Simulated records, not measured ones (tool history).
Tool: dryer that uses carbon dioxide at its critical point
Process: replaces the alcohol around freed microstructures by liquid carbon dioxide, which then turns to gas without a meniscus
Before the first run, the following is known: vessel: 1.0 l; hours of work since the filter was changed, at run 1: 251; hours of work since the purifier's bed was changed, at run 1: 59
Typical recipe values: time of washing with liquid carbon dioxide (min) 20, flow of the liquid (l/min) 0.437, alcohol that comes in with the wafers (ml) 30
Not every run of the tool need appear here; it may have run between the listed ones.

run	hour	time of washing with liquid carbon dioxide (min)	flow of the liquid (l/min)	alcohol that comes in with the wafers (ml)	hours of work since the filter was changed	hours of work since the purifier's bed was changed	alcohol left in the vessel before it's heated (ppm by volume)
1	0.0	20	0.437	30	251	59	54
2	27.3	20	0.437	30	260	68	61
3	49.8	20	0.437	30	267	75	61
4	76.0	20	0.437	30	275	84	72
5	90.9	20	0.437	30	280	89	72
6	122.1	20	0.437	35	291	99	86
7	149.6	23	0.437	30	300	108	37
8	162.9	13	0.437	30	304	112	529
9	181.0	13	0.437	30	310	118	538
10	204.9	13	0.437	30	318	126	524
11	225.1	27	0.437	30	324	132	15
12	242.0	27	0.437	30	330	138	28
13	270.9	27	0.437	30	339	147	28
14	298.2	27	0.437	30	348	156	27
15	327.1	27	0.437	30	358	166	32
16	346.4	20	0.437	36	364	172	98
17	366.9	20	0.437	36	371	179	92
18	394.8	20	0.437	36	380	188	96
19	420.5	20	0.437	30	388	196	86
20	450.7	20	0.437	42	398	206	118
21	472.4	26	0.569	42	405	213	24
22	503.1	20	0.437	29	415	223	93
23	531.8	20	0.456	29	425	233	71
24	556.7	20	0.456	29	433	241	63
25	587.8	14	0.301	111	443	251	5659
26	601.4	29	0.583	81	447	255	25
27	630.6	15	0.382	81	457	265	1512
28	658.2	15	0.382	81	466	274	1581
29	683.8	18	0.437	30	474	282	155
# hour 695.9: inlet filter changed
30	703.8	18	0.437	30	3	289	109
31	723.5	14	0.437	64	9	295	639
32	752.4	12	0.437	64	18	305	1242
33	772.4	19	0.437	59	25	311	133
34	791.6	15	0.664	63	31	317	75
35	812.9	25	0.664	22	38	324	20
36	837.2	25	0.664	22	46	332	35
37	865.6	14	0.565	50	56	342	170
38	887.4	14	0.367	30	63	349	658

Below are 4 alternative next runs, each starting from the tool's condition after run 38. Predict each:
A	907.6	20	0.532	27	69	355	?
B	907.6	14	0.264	63	69	355	?
C	907.6	27	0.597	30	69	355	?
D	907.6	14	0.649	21	69	355	?

run	alcohol left in the vessel before it's heated (ppm by volume)
A	40
B	3830
C	48
D	63
Take away the tool's hidden state, keep each run's random variation, and the runs would have read:
run	alcohol left in the vessel before it's heated (ppm by volume)
A	8
B	3565
C	16
D	30
